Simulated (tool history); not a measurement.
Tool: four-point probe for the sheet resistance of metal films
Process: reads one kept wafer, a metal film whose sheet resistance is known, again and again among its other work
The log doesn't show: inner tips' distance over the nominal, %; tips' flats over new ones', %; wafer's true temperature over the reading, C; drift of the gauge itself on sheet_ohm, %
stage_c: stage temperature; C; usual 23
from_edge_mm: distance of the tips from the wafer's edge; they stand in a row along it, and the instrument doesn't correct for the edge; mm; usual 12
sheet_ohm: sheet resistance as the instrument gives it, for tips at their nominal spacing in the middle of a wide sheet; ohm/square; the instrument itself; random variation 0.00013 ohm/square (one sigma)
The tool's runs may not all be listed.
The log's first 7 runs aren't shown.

run	hour	stage_c	from_edge_mm	touches since the probe head was changed	hours of work since the stage's thermometer was calibrated	sheet_ohm
8	371.6	26	19	12952	1789	0.802203
9	437.5	26	19	14270	1822	0.802186
10	506.2	26	19	15646	1856	0.80233
11	572.1	23	12	16965	1889	0.807558
12	610.3	23	12	17728	1908	0.807408
# hour 656.1: stage's thermometer calibrated
13	656.1	23	12	18634	0	0.807488
14	684.6	23	12	19205	14	0.807614
15	719	23	11	19895	31	0.808654
16	782.2	23	11	21159	63	0.808299
17	817.2	34	4	21860	80	0.835807
18	871.5	20	50	22947	108	0.804955
19	935.7	18	11	24230	140	0.811917
20	986.6	19	65	25250	165	0.80565
21	1037.3	19	65	26264	190	0.80559
22	1077.3	20	7	27065	210	0.818728
23	1132.4	20	7	28168	238	0.818672
24	1199.3	22	24	29507	271	0.804484
25	1236.3	28	22	30248	290	0.800455

The next listed run, before its measurement:
26	1290.7	21	6	31336	317	?

{"run 26": {"sheet_ohm": 0.82313}}
Without the tool's hidden state the same run would have given sheet_ohm 0.823103 ohm/square.
